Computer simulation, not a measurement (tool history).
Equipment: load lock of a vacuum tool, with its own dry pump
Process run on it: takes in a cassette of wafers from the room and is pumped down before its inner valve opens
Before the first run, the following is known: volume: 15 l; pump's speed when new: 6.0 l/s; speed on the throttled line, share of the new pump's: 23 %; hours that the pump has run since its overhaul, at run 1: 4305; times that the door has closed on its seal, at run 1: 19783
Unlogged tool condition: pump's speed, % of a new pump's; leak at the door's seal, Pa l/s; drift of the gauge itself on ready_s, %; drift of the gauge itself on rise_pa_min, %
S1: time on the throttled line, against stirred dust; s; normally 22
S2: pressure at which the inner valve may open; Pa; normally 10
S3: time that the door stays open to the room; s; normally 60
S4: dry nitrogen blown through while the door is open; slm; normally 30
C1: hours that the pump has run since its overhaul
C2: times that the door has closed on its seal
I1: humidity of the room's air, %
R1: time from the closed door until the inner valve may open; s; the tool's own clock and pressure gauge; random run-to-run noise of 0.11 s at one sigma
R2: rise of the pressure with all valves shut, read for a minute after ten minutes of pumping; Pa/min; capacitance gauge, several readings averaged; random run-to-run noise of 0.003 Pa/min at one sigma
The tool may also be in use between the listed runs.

Run 1, hour 0.0: usual settings; C1 4305; C2 19783; I1 43.0. Result: R1 40.7 s, R2 0.369 Pa/min.
Run 2, hour 103.3: usual settings; C1 4408; C2 20279; I1 43.3. Result: R1 40.7 s, R2 0.378 Pa/min.
Run 3, hour 196.3: usual settings but S4 16 slm; C1 4501; C2 20725; I1 45.1. Result: R1 40.9 s, R2 0.408 Pa/min.
Run 4, hour 276.7: usual settings; C1 4581; C2 21111; I1 47.0. Result: R1 40.7 s, R2 0.418 Pa/min.
Run 5, hour 365.8: usual settings; C1 4671; C2 21539; I1 46.0. Result: R1 40.7 s, R2 0.423 Pa/min.
Run 6, hour 468.1: usual settings; C1 4773; C2 22030; I1 42.0. Result: R1 40.7 s, R2 0.445 Pa/min.
Run 7, hour 575.9: usual settings; C1 4881; C2 22548; I1 48.6. Result: R1 40.7 s, R2 0.460 Pa/min.
Run 8, hour 676.0: usual settings; C1 4981; C2 23029; I1 45.3. Result: R1 40.8 s, R2 0.477 Pa/min.
At hour 763.8: door's seal changed, seat wiped.
Run 9, hour 814.1: usual settings; C1 5117; C2 241; I1 46.1. Result: R1 40.7 s, R2 0.044 Pa/min.
Run 10, hour 910.6: usual settings; C1 5214; C2 705; I1 45.9. Result: R1 40.8 s, R2 0.047 Pa/min.
Run 11, hour 983.2: usual settings; C1 5287; C2 1053; I1 44.4. Result: R1 40.8 s, R2 0.051 Pa/min.
Run 12, hour 1105.7: usual settings; C1 5409; C2 1641; I1 46.8. Result: R1 40.7 s, R2 0.049 Pa/min.
Run 13, hour 1231.1: usual settings; C1 5534; C2 2243; I1 44.4. Result: R1 40.9 s, R2 0.055 Pa/min.
Run 14, hour 1311.1: usual settings; C1 5614; C2 2628; I1 45.0. Result: R1 40.8 s, R2 0.056 Pa/min.
Run 15, hour 1376.4: usual settings but S3 217 s; C1 5680; C2 2941; I1 45.5. Result: R1 41.1 s, R2 0.091 Pa/min.
Run 16, hour 1489.1: usual settings but S3 217 s; C1 5792; C2 3482; I1 43.4. Result: R1 40.9 s, R2 0.092 Pa/min.
Run 17, hour 1580.4: usual settings but S3 90 s; C1 5884; C2 3920; I1 45.9. Result: R1 40.7 s, R2 0.083 Pa/min.
Run 18, hour 1685.3: usual settings but S2 13 Pa, S3 90 s; C1 5989; C2 4424; I1 42.3. Result: R1 40.2 s, R2 0.088 Pa/min.
Run 19, hour 1788.8: usual settings but S1 41 s, S3 68 s; C1 6092; C2 4921; I1 47.1. Result: R1 55.4 s, R2 0.092 Pa/min.
Run 20, hour 1921.2: usual settings but S1 34 s, S2 19 Pa, S3 68 s, S4 5 slm; C1 6224; C2 5556; I1 43.8. Result: R1 48.4 s, R2 0.140 Pa/min.
Run 21, hour 2040.1: usual settings but S2 14 Pa; C1 6343; C2 6127; I1 44.9. Result: R1 39.9 s, R2 0.106 Pa/min.
Run 22, hour 2108.0: usual settings but S2 14 Pa, S3 50 s; C1 6411; C2 6453; I1 46.1. Result: R1 39.9 s, R2 0.106 Pa/min.
Run 23, hour 2208.9: usual settings but S1 38 s, S3 32 s, S4 16 slm; C1 6512; C2 6938; I1 47.8. Result: R1 53.3 s, R2 0.113 Pa/min.
Run 24, hour 2316.8: usual settings but S1 38 s, S3 32 s, S4 16 slm; C1 6620; C2 7456; I1 44.7. Result: R1 52.9 s, R2 0.121 Pa/min.
Run 25, hour 2424.7: usual settings but S2 18 Pa, S3 63 s; C1 6728; C2 7974; I1 46.6. Result: R1 39.3 s, R2 0.123 Pa/min.
Run 26, hour 2487.2: usual settings but S1 12 s; C1 6790; C2 8274; I1 44.1. Result: R1 33.3 s, R2 0.125 Pa/min.
Run 27, hour 2589.5: usual settings but S1 12 s; C1 6893; C2 8765; I1 40.8. Result: R1 33.5 s, R2 0.130 Pa/min.
Run 28, hour 2711.8: usual settings but S1 15 s, S2 7 Pa, S3 87 s, S4 15 slm; C1 7015; C2 9352; I1 42.0. Result: R1 36.6 s, R2 0.165 Pa/min.
Run 29, hour 2845.8: usual settings but S1 13 s, S2 8 Pa, S4 8 slm; C1 7149; C2 9995; I1 47.1. Result: R1 34.7 s, R2 0.191 Pa/min.
Run 30, hour 2933.1: usual settings but S1 18 s, S2 8 Pa, S3 156 s, S4 34 slm; C1 7236; C2 10414; I1 44.1. Result: R1 38.5 s, R2 0.174 Pa/min.
Run 31, hour 3028.3: usual settings but S1 18 s, S2 8 Pa, S3 156 s, S4 34 slm; C1 7332; C2 10871; I1 41.6. Result: R1 38.4 s, R2 0.185 Pa/min.
Run 32, hour 3150.9: usual settings but S3 230 s; C1 7454; C2 11460; I1 43.9. Result: R1 41.2 s, R2 0.207 Pa/min.
Run 33, hour 3259.5: usual settings but S3 77 s; C1 7563; C2 11981; I1 43.4. Result: R1 40.9 s, R2 0.200 Pa/min.
Run 34, hour 3342.5: usual settings but S2 9 Pa, S3 77 s, S4 19 slm; C1 7646; C2 12380; I1 43.9. Result: R1 41.4 s, R2 0.221 Pa/min.
Run 35, hour 3426.7: usual settings but S2 11 Pa, S3 198 s, S4 6 slm; C1 7730; C2 12784; I1 45.3. Result: R1 40.7 s, R2 0.300 Pa/min.
Run 36, hour 3554.9: usual settings but S1 15 s, S2 15 Pa, S3 53 s, S4 12 slm; C1 7858; C2 13400; I1 43.1. Result: R1 34.6 s, R2 0.245 Pa/min.

5 ways to go on from here, each from the tool as it stands after run 36. What would each give?
Run A, hour 3616.5: usual settings but S1 15 s, S2 14 Pa, S3 67 s, S4 12 slm; C1 7920; C2 13695; I1 44.2. Result: R1 ?, R2 ?.
Run B, hour 3616.5: usual settings but S1 15 s, S2 15 Pa, S3 56 s, S4 12 slm; C1 7920; C2 13695; I1 46.7. Result: R1 ?, R2 ?.
Run C, hour 3616.5: usual settings but S3 59 s, S4 29 slm; C1 7920; C2 13695; I1 42.5. Result: R1 ?, R2 ?.
Run D, hour 3616.5: usual settings but S1 15 s, S3 53 s, S4 12 slm; C1 7920; C2 13695; I1 43.4. Result: R1 ?, R2 ?.
Run E, hour 3616.5: usual settings but S3 186 s, S4 5 slm; C1 7920; C2 13695; I1 45.4. Result: R1 ?, R2 ?.

run    R1     R2
  A  34.7  0.255
  B  34.8  0.256
  C  41.1  0.232
  D  35.7  0.244
  E  40.9  0.325
Take away the tool's hidden state, keep each run's random variation, and the runs would have read:
run    R1     R2
  A  33.8  0.060
  B  33.9  0.061
  C  40.2  0.040
  D  34.8  0.054
  E  40.1  0.130

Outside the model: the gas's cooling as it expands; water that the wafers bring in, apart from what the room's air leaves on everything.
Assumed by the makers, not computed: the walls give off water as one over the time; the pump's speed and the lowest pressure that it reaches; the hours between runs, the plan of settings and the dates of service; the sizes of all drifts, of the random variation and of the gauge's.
